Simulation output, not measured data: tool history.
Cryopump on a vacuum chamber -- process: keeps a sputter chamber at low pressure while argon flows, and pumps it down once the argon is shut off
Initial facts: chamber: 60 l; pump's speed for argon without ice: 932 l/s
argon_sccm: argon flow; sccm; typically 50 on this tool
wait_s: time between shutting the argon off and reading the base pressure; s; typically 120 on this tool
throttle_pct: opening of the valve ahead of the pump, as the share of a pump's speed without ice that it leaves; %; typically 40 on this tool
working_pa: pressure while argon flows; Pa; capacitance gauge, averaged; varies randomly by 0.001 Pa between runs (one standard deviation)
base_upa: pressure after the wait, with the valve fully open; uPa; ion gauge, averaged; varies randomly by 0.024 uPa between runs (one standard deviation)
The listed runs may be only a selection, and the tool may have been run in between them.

run,hour,argon_sccm,wait_s,throttle_pct,working_pa,base_upa
1,0.0,50,120,40,0.2344,1.36
2,33.3,50,120,40,0.2344,1.38
3,97.7,50,120,40,0.2371,1.46
4,158.2,50,120,40,0.2368,1.40
5,221.1,50,120,40,0.2392,1.50
6,266.3,50,120,29,0.3278,1.52
7,329.3,50,120,29,0.3256,1.59
8,373.5,50,120,29,0.3295,1.64
9,420.0,50,120,29,0.3297,1.64
10,457.4,50,120,40,0.2458,1.70
11,505.2,50,120,40,0.2445,1.71
12,538.3,50,120,40,0.2458,1.73
13,593.7,50,120,24,0.3979,1.75
14,647.2,50,120,24,0.3987,1.87
15,690.3,50,120,24,0.4038,1.87
16,753.4,50,55,24,0.4036,2.58
17,813.8,84,120,40,0.4271,2.04
18,852.5,95,37,25,0.7408,3.17
19,896.6,55,172,23,0.4672,1.93
20,929.3,55,22,26,0.4193,4.60
21,976.5,50,45,40,0.2588,3.03
22,1018.4,92,24,28,0.6590,4.36
23,1081.8,25,120,40,0.1301,2.32
24,1126.8,25,109,34,0.1517,2.46
25,1177.8,50,216,42,0.2558,2.17
# hour 1196.7: pump warmed up, emptied and cooled again
26,1231.3,50,186,56,0.1651,1.81
27,1282.4,70,186,26,0.4910,1.76
28,1346.8,70,186,26,0.4954,1.84
29,1400.8,78,138,40,0.3633,2.03
30,1436.8,39,51,57,0.1290,2.91
31,1487.3,27,135,26,0.1935,2.12
32,1552.4,36,259,34,0.1981,1.95
# hour 1592.6: leaking fittings of the chamber tightened, without venting
33,1608.6,36,259,34,0.1988,0.73

Branching from run 33: 5 alternative next runs. What would each branch give?
A,1644.6,52,217,34,?,?
B,1644.6,36,26,34,?,?
C,1644.6,87,49,21,?,?
D,1644.6,50,66,40,?,?
E,1644.6,21,37,43,?,?

run,working_pa,base_upa
A,0.2906,0.80
B,0.2000,2.92
C,0.7685,1.88
D,0.2364,1.45
E,0.0930,2.27
Take away the tool's hidden state, keep each run's random variation, and the runs would have read:
run,working_pa,base_upa
A,0.2785,0.61
B,0.1917,2.73
C,0.7484,1.69
D,0.2250,1.26
E,0.0882,2.08
